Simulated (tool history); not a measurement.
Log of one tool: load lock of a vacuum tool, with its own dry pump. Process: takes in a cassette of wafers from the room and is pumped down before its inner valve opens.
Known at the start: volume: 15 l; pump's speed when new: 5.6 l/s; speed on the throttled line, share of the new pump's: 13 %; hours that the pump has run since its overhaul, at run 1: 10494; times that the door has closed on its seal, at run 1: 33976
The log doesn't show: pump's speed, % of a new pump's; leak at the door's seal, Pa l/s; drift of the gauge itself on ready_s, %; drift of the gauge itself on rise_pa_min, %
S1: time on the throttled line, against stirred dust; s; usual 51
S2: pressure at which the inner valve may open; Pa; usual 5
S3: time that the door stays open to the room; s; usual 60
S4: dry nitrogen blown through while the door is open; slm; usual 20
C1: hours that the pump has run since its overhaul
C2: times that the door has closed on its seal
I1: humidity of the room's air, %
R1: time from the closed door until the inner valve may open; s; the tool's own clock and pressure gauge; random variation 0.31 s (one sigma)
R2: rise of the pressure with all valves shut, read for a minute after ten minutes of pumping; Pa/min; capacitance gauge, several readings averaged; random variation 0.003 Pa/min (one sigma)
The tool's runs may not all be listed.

| run | hour | S1 | S2 | S3 | S4 | C1 | C2 | I1 | R1 | R2 |
|---|---|---|---|---|---|---|---|---|---|---|
| 1 | 0.0 | 51 | 5 | 60 | 20 | 10494 | 33976 | 40.4 | 72.7 | 0.244 |
| 2 | 206.2 | 51 | 5 | 60 | 20 | 10701 | 34502 | 46.4 | 72.9 | 0.255 |
| 3 | 484.7 | 51 | 5 | 30 | 20 | 10979 | 35213 | 47.5 | 72.7 | 0.260 |
| 4 | 696.1 | 67 | 5 | 30 | 20 | 11191 | 35752 | 47.0 | 86.6 | 0.268 |
| 5 | 977.5 | 63 | 5 | 60 | 20 | 11472 | 36471 | 45.2 | 84.4 | 0.281 |
| 6 | 1379.4 | 63 | 5 | 60 | 20 | 11874 | 37496 | 42.1 | 83.6 | 0.284 |
| 7 | 1634.6 | 63 | 5 | 60 | 20 | 12129 | 38147 | 46.0 | 83.5 | 0.294 |
| 8 | 1925.7 | 63 | 5 | 144 | 20 | 12420 | 38890 | 42.1 | 83.5 | 0.311 |
| 9 | 2304.0 | 63 | 5 | 144 | 20 | 12798 | 39855 | 42.4 | 83.9 | 0.324 |
| 10 | 2564.2 | 63 | 5 | 144 | 20 | 13059 | 40519 | 46.8 | 83.5 | 0.330 |
| 11 | 2819.7 | 49 | 5 | 144 | 20 | 13314 | 41171 | 43.4 | 71.7 | 0.337 |
| 12 | 3090.2 | 51 | 5 | 60 | 20 | 13585 | 41861 | 44.5 | 73.7 | 0.335 |
| 13 | 3340.4 | 89 | 5 | 60 | 20 | 13835 | 42500 | 45.1 | 105.7 | 0.350 |
| 14 | 3596.4 | 89 | 5 | 60 | 20 | 14091 | 43153 | 43.1 | 105.6 | 0.353 |
|  | 3840.5 | door's seal changed, seat wiped |
| 15 | 3972.1 | 51 | 5 | 56 | 20 | 14465 | 336 | 45.0 | 74.2 | 0.023 |
| 16 | 4366.3 | 51 | 5 | 56 | 20 | 14859 | 1341 | 45.9 | 73.7 | 0.033 |
| 17 | 4617.0 | 51 | 5 | 157 | 20 | 15110 | 1981 | 41.9 | 73.9 | 0.035 |
| 18 | 4837.8 | 37 | 7 | 57 | 14 | 15331 | 2545 | 44.5 | 61.5 | 0.041 |
| 19 | 5053.4 | 50 | 5 | 52 | 20 | 15546 | 3095 | 47.7 | 72.7 | 0.029 |
| 20 | 5445.2 | 39 | 9 | 199 | 29 | 15938 | 4094 | 42.2 | 62.4 | 0.036 |
| 21 | 5616.2 | 51 | 5 | 155 | 7 | 16109 | 4531 | 46.3 | 74.5 | 0.065 |
| 22 | 5862.1 | 51 | 5 | 155 | 7 | 16355 | 5158 | 39.2 | 74.0 | 0.067 |
| 23 | 6233.7 | 51 | 5 | 155 | 7 | 16727 | 6107 | 42.6 | 74.6 | 0.068 |
| 24 | 6595.0 | 27 | 8 | 111 | 5 | 17088 | 7028 | 43.6 | 52.5 | 0.081 |
| 25 | 6837.9 | 88 | 9 | 61 | 31 | 17331 | 7648 | 46.3 | 104.4 | 0.046 |
| 26 | 7063.9 | 51 | 7 | 60 | 20 | 17557 | 8225 | 47.6 | 73.6 | 0.056 |
| 27 | 7263.5 | 51 | 9 | 125 | 20 | 17757 | 8734 | 43.2 | 73.0 | 0.064 |
| 28 | 7587.2 | 33 | 5 | 27 | 41 | 18080 | 9560 | 46.1 | 59.5 | 0.048 |
| 29 | 7784.4 | 27 | 5 | 41 | 7 | 18277 | 10063 | 45.7 | 54.9 | 0.072 |
| 30 | 8086.1 | 27 | 5 | 41 | 7 | 18579 | 10833 | 42.7 | 54.8 | 0.076 |
| 31 | 8264.8 | 27 | 5 | 41 | 7 | 18758 | 11289 | 43.7 | 54.7 | 0.079 |
| 32 | 8660.2 | 27 | 5 | 41 | 7 | 19153 | 12298 | 45.0 | 54.4 | 0.085 |
|  | 8878.0 | dry pump taken out, an overhauled one fitted |
| 33 | 8980.9 | 51 | 6 | 115 | 11 | 103 | 13101 | 43.6 | 70.5 | 0.084 |
| 34 | 9305.7 | 57 | 5 | 60 | 20 | 428 | 13930 | 41.7 | 76.3 | 0.077 |

3 ways to go on from here, each from the tool as it stands after run 34. What would each give?
| A | 9637.0 | 51 | 8 | 60 | 20 | 759 | 14775 | 43.4 | ? | ? |
| B | 9637.0 | 57 | 8 | 92 | 20 | 759 | 14775 | 42.6 | ? | ? |
| C | 9637.0 | 51 | 9 | 180 | 4 | 759 | 14775 | 46.5 | ? | ? |

| run | R1 | R2 |
|---|---|---|
| A | 70.0 | 0.083 |
| B | 75.3 | 0.088 |
| C | 70.0 | 0.136 |
Without the tool's hidden state the same runs would have given:
| run | R1 | R2 |
|---|---|---|
| A | 69.9 | 0.027 |
| B | 75.2 | 0.032 |
| C | 70.0 | 0.078 |
